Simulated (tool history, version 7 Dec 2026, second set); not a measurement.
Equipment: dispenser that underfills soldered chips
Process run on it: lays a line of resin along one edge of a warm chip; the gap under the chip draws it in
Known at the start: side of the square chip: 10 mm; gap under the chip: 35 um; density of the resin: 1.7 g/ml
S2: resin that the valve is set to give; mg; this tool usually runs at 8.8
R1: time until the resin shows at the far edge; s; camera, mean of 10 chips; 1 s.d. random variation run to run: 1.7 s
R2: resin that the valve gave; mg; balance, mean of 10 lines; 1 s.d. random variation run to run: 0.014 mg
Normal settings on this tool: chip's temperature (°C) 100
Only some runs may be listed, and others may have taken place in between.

run 1 hour=0 | chip's_temperature_(°C)=100 S2=8.8 | R1=197.8 R2=8.52
-- hour=2.8 new syringe of resin
run 2 hour=3 | chip's_temperature_(°C)=100 S2=7.52 | R1=176 R2=7.26
-- hour=5.5 dispensing valve cleaned and set on the balance
run 3 hour=8.2 | chip's_temperature_(°C)=100 S2=11.16 | R1=185.8 R2=11.16
run 4 hour=11.2 | chip's_temperature_(°C)=100 S2=11.16 | R1=204.2 R2=11.18
-- hour=12.4 new syringe of resin
run 5 hour=15.8 | chip's_temperature_(°C)=100 S2=11.16 | R1=186.9 R2=11.12
run 6 hour=19.7 | chip's_temperature_(°C)=100 S2=11.16 | R1=204.6 R2=11.11
-- hour=20.7 new syringe of resin
run 7 hour=22.9 | chip's_temperature_(°C)=100 S2=8.8 | R1=180.5 R2=8.77
run 8 hour=26.9 | chip's_temperature_(°C)=100 S2=8.8 | R1=203 R2=8.75
-- hour=29.3 new syringe of resin
run 9 hour=31.1 | chip's_temperature_(°C)=100 S2=8.8 | R1=175.7 R2=8.7
run 10 hour=34.3 | chip's_temperature_(°C)=97 S2=7.91 | R1=216 R2=7.84
-- hour=37.6 new syringe of resin
run 11 hour=39 | chip's_temperature_(°C)=105 S2=9.57 | R1=146.9 R2=9.45
run 12 hour=42.8 | chip's_temperature_(°C)=105 S2=9.57 | R1=159.5 R2=9.49
-- hour=46.1 new syringe of resin
run 13 hour=47.3 | chip's_temperature_(°C)=106 S2=8.24 | R1=138.5 R2=8.17
run 14 hour=50 | chip's_temperature_(°C)=109 S2=10.99 | R1=131.4 R2=10.86
run 15 hour=54 | chip's_temperature_(°C)=90 S2=8.22 | R1=303.3 R2=8.09

Alternative continuations, all from the tool just after run 15; predict every row:
-- hour=54.6 new syringe of resin
run A hour=58 | chip's_temperature_(°C)=87 S2=8.22 | R1=? R2=?
-- hour=54.6 new syringe of resin
run B hour=58 | chip's_temperature_(°C)=88 S2=8.22 | R1=? R2=?
-- hour=54.6 new syringe of resin
run C hour=58 | chip's_temperature_(°C)=98 S2=7.58 | R1=? R2=?

run=A R1=308.4 R2=8.1
run=B R1=295.3 R2=8.11
run=C R1=205.9 R2=7.47
Stripped of hidden state, with their random variation kept, the same runs would have yielded:
run=A R1=283.5 R2=8.22
run=B R1=271.4 R2=8.23
run=C R1=188.8 R2=7.58

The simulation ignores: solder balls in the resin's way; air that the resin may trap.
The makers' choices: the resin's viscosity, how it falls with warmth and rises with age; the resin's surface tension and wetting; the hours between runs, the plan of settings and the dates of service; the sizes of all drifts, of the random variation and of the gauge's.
